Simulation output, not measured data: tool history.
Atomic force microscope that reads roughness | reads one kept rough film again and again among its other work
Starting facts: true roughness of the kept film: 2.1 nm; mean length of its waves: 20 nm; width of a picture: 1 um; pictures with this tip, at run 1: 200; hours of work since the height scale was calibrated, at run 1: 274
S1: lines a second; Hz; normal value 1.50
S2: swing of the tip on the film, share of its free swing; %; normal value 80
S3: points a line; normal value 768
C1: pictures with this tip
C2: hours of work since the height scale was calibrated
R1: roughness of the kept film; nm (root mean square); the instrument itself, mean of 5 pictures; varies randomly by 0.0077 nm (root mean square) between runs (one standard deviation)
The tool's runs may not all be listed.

{"run": 1, "hour": 0.0, "S1": 1.5, "S2": 80, "S3": 768, "C1": 200, "C2": 274, "R1": 1.45}
{"run": 2, "hour": 8.3, "S1": 1.5, "S2": 80, "S3": 768, "C1": 219, "C2": 281, "R1": 1.439}
{"hour": 12.4, "done": "new tip fitted"}
{"run": 3, "hour": 13.8, "S1": 1.5, "S2": 80, "S3": 768, "C1": 3, "C2": 285, "R1": 1.609}
{"run": 4, "hour": 19.7, "S1": 1.5, "S2": 80, "S3": 479, "C1": 17, "C2": 289, "R1": 1.584}
{"run": 5, "hour": 28.9, "S1": 1.5, "S2": 80, "S3": 479, "C1": 39, "C2": 297, "R1": 1.569}
{"run": 6, "hour": 34.2, "S1": 1.5, "S2": 80, "S3": 479, "C1": 51, "C2": 301, "R1": 1.558}
{"run": 7, "hour": 39.8, "S1": 1.5, "S2": 80, "S3": 479, "C1": 65, "C2": 305, "R1": 1.544}
{"run": 8, "hour": 48.0, "S1": 1.5, "S2": 80, "S3": 479, "C1": 84, "C2": 312, "R1": 1.529}
{"run": 9, "hour": 56.0, "S1": 1.17, "S2": 80, "S3": 768, "C1": 103, "C2": 318, "R1": 1.547}
{"run": 10, "hour": 61.8, "S1": 1.17, "S2": 80, "S3": 768, "C1": 117, "C2": 323, "R1": 1.553}
{"hour": 63.4, "done": "height scale calibrated on a step standard"}
{"run": 11, "hour": 71.3, "S1": 1.5, "S2": 80, "S3": 318, "C1": 137, "C2": 6, "R1": 1.471}
{"run": 12, "hour": 78.9, "S1": 0.64, "S2": 67, "S3": 768, "C1": 155, "C2": 12, "R1": 1.614}
{"run": 13, "hour": 85.9, "S1": 0.58, "S2": 55, "S3": 768, "C1": 171, "C2": 18, "R1": 1.607}
{"run": 14, "hour": 91.3, "S1": 2.09, "S2": 82, "S3": 348, "C1": 184, "C2": 22, "R1": 1.361}
{"run": 15, "hour": 96.9, "S1": 2.08, "S2": 69, "S3": 546, "C1": 197, "C2": 26, "R1": 1.464}
{"hour": 105.5, "done": "height scale calibrated on a step standard, once more"}
{"run": 16, "hour": 105.5, "S1": 2.95, "S2": 69, "S3": 877, "C1": 215, "C2": 0, "R1": 1.396}
{"hour": 111.2, "done": "new tip fitted"}
{"run": 17, "hour": 114.1, "S1": 0.61, "S2": 59, "S3": 722, "C1": 7, "C2": 6, "R1": 1.761}
{"run": 18, "hour": 118.2, "S1": 0.61, "S2": 59, "S3": 722, "C1": 16, "C2": 10, "R1": 1.758}
{"run": 19, "hour": 126.9, "S1": 1.5, "S2": 80, "S3": 1017, "C1": 37, "C2": 16, "R1": 1.592}
{"run": 20, "hour": 134.0, "S1": 1.5, "S2": 83, "S3": 1017, "C1": 54, "C2": 22, "R1": 1.543}
{"run": 21, "hour": 141.6, "S1": 2.44, "S2": 81, "S3": 377, "C1": 72, "C2": 28, "R1": 1.438}
{"run": 22, "hour": 146.3, "S1": 1.63, "S2": 80, "S3": 569, "C1": 83, "C2": 32, "R1": 1.524}

5 options for the next run, each taken on its own from the tool as it stands now. Forecast them:
{"run": "A", "hour": 154.9, "S1": 0.54, "S2": 75, "S3": 303, "C1": 103, "C2": 38, "R1": "?"}
{"run": "B", "hour": 154.9, "S1": 0.61, "S2": 59, "S3": 768, "C1": 103, "C2": 38, "R1": "?"}
{"run": "C", "hour": 154.9, "S1": 1.74, "S2": 85, "S3": 569, "C1": 103, "C2": 38, "R1": "?"}
{"run": "D", "hour": 154.9, "S1": 0.57, "S2": 80, "S3": 848, "C1": 103, "C2": 38, "R1": "?"}
{"run": "E", "hour": 154.9, "S1": 1.62, "S2": 87, "S3": 950, "C1": 103, "C2": 38, "R1": "?"}

run=A R1=1.609
run=B R1=1.671
run=C R1=1.447
run=D R1=1.621
run=E R1=1.452
Without the tool's unlogged condition, the same runs would have read:
run=A R1=1.734
run=B R1=1.800
run=C R1=1.559
run=D R1=1.747
run=E R1=1.565
